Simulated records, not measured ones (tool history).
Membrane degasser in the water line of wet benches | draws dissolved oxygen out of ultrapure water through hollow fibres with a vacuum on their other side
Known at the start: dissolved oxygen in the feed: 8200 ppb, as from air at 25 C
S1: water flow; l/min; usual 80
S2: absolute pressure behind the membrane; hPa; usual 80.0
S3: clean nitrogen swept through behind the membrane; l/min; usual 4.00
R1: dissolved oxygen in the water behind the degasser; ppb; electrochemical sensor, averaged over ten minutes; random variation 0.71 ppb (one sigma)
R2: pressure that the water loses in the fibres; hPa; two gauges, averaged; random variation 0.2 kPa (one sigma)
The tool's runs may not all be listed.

run    hour   S1     S2    S3     R1     R2
  1     0.0   80   80.0  4.00  223.4  477.9
  2   152.0   80   80.0  4.00  224.3  481.8
  3   494.5   80  157.6  4.00  541.6  480.7
      509.3  -- vacuum gauge calibrated
  4   656.7   80   80.0  4.00  225.1  479.4
  5   818.4   80   80.0  5.38  177.9  482.1
  6  1145.2   49   80.0  5.38  107.9  296.5
  7  1449.6  123  112.2  3.11  639.0  742.6
     1481.9  -- vacuum gauge calibrated, once more
  8  1788.5  123  112.2  3.64  572.2  742.5
  9  2113.7  120   80.0  8.22  201.2  730.6
 10  2321.5   95   51.5  2.05  203.7  575.7

3 ways to go on from here, each from the tool as it stands after run 10. What would each give?
  A  2515.0  121  116.6   4.00   ?   ?
  B  2515.0  127   94.0   8.93   ?   ?
  C  2515.0   95   69.5  10.69   ?   ?

run     R1     R2
  A  555.1  733.8
  B  246.9  773.6
  C  106.2  576.7
Without the tool's hidden state the same runs would have given:
run     R1     R2
  A  536.7  678.2
  B  228.5  715.0
  C   94.8  532.9

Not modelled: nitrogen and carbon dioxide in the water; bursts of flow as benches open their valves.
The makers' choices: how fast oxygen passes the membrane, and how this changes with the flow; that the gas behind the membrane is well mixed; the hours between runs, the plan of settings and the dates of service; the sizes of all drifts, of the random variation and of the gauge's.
